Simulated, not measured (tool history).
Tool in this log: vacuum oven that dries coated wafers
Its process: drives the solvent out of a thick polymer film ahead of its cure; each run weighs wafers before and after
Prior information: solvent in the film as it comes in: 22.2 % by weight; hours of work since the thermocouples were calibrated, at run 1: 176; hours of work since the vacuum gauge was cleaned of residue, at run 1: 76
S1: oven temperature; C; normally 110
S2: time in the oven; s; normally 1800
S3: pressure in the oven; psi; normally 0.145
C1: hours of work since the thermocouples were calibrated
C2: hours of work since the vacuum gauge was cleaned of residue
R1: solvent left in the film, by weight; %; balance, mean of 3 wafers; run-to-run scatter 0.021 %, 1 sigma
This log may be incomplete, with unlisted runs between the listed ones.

run	day	S1	S2	S3	C1	C2	R1
1	0.000	110	1800	0.145	176	76	1.45
2	2.475	110	1800	0.145	207	107	1.46
3	4.829	110	1800	0.145	236	136	1.44
4	7.242	110	1800	0.145	266	166	1.43
5	9.792	110	1080	0.145	298	198	3.47
6	11.321	110	1080	0.145	317	217	3.41
7	13.700	110	1800	0.145	347	247	1.46
8	16.462	110	1800	0.145	381	281	1.49
9	18.912	110	1800	0.145	412	312	1.45
10	20.596	110	1800	0.145	433	333	1.46
11	23.133	109	1800	0.145	465	364	1.57
12	25.246	109	1800	0.145	491	391	1.59
13	27.842	109	1800	0.145	523	423	1.58
14	29.529	110	1800	0.145	544	444	1.47
15	32.500	110	1800	0.145	581	481	1.45
16	34.862	118	1860	0.145	611	511	0.80
17	37.808	111	1800	0.145	648	547	1.36
18	39.654	111	1260	0.145	671	570	2.43
19	42.150	108	1020	0.145	702	601	4.04
20	44.233	108	1020	0.145	728	627	4.07
21	45.562	108	1020	0.145	744	644	4.10
22	47.079	108	1020	0.145	763	663	4.11
23	49.771	120	1020	0.145	797	696	1.82
24	51.312	114	1020	0.528	816	716	3.98
25	53.675	114	1020	0.528	846	745	3.98
26	55.304	117	1800	0.145	866	766	0.87
27	57.033	117	1800	0.145	887	787	0.86
28	60.058	110	1020	0.557	925	825	4.99

Below are 3 alternative next runs, each starting from the tool's condition after run 28. Predict each:
A	61.429	103	2460	0.181	942	842	?
B	61.429	111	1800	0.209	942	842	?
C	61.429	114	2100	0.128	942	842	?

run	R1
A	1.74
B	1.62
C	0.79
Without the tool's unlogged condition, the same runs would have read:
run	R1
A	1.72
B	1.64
C	0.73
